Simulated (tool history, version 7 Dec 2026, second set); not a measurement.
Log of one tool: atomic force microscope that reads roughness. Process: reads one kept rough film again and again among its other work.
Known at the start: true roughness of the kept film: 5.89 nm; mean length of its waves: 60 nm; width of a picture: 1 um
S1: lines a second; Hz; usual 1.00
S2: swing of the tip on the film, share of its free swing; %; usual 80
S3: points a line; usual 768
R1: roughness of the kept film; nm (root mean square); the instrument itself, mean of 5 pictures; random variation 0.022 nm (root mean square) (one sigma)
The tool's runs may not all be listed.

run	hour	S1	S2	S3	R1
1	0.0	1.00	80	768	5.396
2	22.8	1.00	80	768	5.344
3	45.3	1.00	80	768	5.297
4	72.1	1.00	80	768	5.191
5	102.5	1.00	71	768	5.296
6	130.9	1.00	80	716	5.106
7	171.3	1.00	80	768	5.013
# hour 190.2: new tip fitted
8	193.2	1.00	80	768	5.426
9	214.4	1.00	80	768	5.373
10	248.9	1.00	80	768	5.283
11	272.8	1.00	80	768	5.252
12	306.2	1.00	80	768	5.179
13	342.4	1.00	80	768	5.092
14	370.1	1.00	80	768	5.018
# hour 383.9: new tip fitted
15	402.9	1.00	80	768	5.347
16	432.0	0.59	81	768	5.439
17	454.0	2.10	90	389	4.642
18	472.7	2.10	90	389	4.578
19	494.8	2.10	90	595	4.558
20	538.9	1.35	70	667	5.155
21	568.0	1.35	70	667	5.110
# hour 577.3: new tip fitted
22	606.5	0.53	70	336	5.561
23	640.2	1.00	89	326	5.130
24	666.8	2.47	60	454	5.277
25	684.7	2.08	80	531	4.834
26	710.4	0.81	81	768	5.168
27	750.8	2.51	65	667	5.031
# hour 772.3: new tip fitted
28	772.9	2.51	65	667	5.385
29	792.4	2.51	65	667	5.339

The same runs without the tool's hidden state, with the same run-to-run variation:
The hidden state here: radius of the tip, nm; height scale over the true one, %; drift of the gauge itself on roughness_nm, %.
run	R1
1	5.377
2	5.381
3	5.385
4	5.336
5	5.513
6	5.372
7	5.362
8	5.392
9	5.387
10	5.369
11	5.387
12	5.387
13	5.370
14	5.349
15	5.347
16	5.506
17	4.744
18	4.715
19	4.737
20	5.452
21	5.473
22	5.588
23	5.227
24	5.437
25	5.016
26	5.420
27	5.360
28	5.339
29	5.343
